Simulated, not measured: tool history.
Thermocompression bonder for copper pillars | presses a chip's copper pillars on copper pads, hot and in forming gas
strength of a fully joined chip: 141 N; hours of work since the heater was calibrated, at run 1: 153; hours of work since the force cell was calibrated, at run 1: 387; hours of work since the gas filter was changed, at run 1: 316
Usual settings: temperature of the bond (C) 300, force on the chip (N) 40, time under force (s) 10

run,hour,temperature of the bond (C),force on the chip (N),time under force (s),hours of work since the heater was calibrated,hours of work since the force cell was calibrated,hours of work since the gas filter was changed,force that shears a chip off (N)
1,0,300,40,10,153,387,316,56.4
2,41.9,300,40,10,176,410,339,55.1
3,84.9,300,37,10,200,433,363,53.7
# hour 102: forming gas filter changed
4,160.4,300,37,10,241,474,32,55.9
5,243.7,300,40,19,286,520,78,71.9
6,304.9,300,40,19,320,553,111,71.7
7,350.7,300,40,10,345,579,136,57.2
8,409.2,296,29,19,377,611,168,59.8
9,466.7,300,57,10,409,642,200,67.2
10,529,319,33,27,443,676,234,83.4
11,607.7,313,29,16,486,719,277,65.1
12,687.7,328,29,24,530,763,321,80.5
13,738,328,29,24,557,791,349,80.9

5 ways to go on from here, each from the tool as it stands after run 13. What would each give?
# hour 778: forming gas filter changed
A,815.9,275,53,23,600,833,21,?
# hour 778: forming gas filter changed
B,815.9,280,29,24,600,833,21,?
# hour 778: forming gas filter changed
C,815.9,279,30,24,600,833,21,?
# hour 778: forming gas filter changed
D,815.9,312,29,24,600,833,21,?
# hour 778: forming gas filter changed
E,815.9,292,24,17,600,833,21,?

run,force that shears a chip off (N)
A,74.2
B,59.5
C,60.9
D,76.8
E,53.6
Without the tool's hidden state the same runs would have given:
run,force that shears a chip off (N)
A,72.6
B,58.1
C,59.4
D,75.7
E,52.3

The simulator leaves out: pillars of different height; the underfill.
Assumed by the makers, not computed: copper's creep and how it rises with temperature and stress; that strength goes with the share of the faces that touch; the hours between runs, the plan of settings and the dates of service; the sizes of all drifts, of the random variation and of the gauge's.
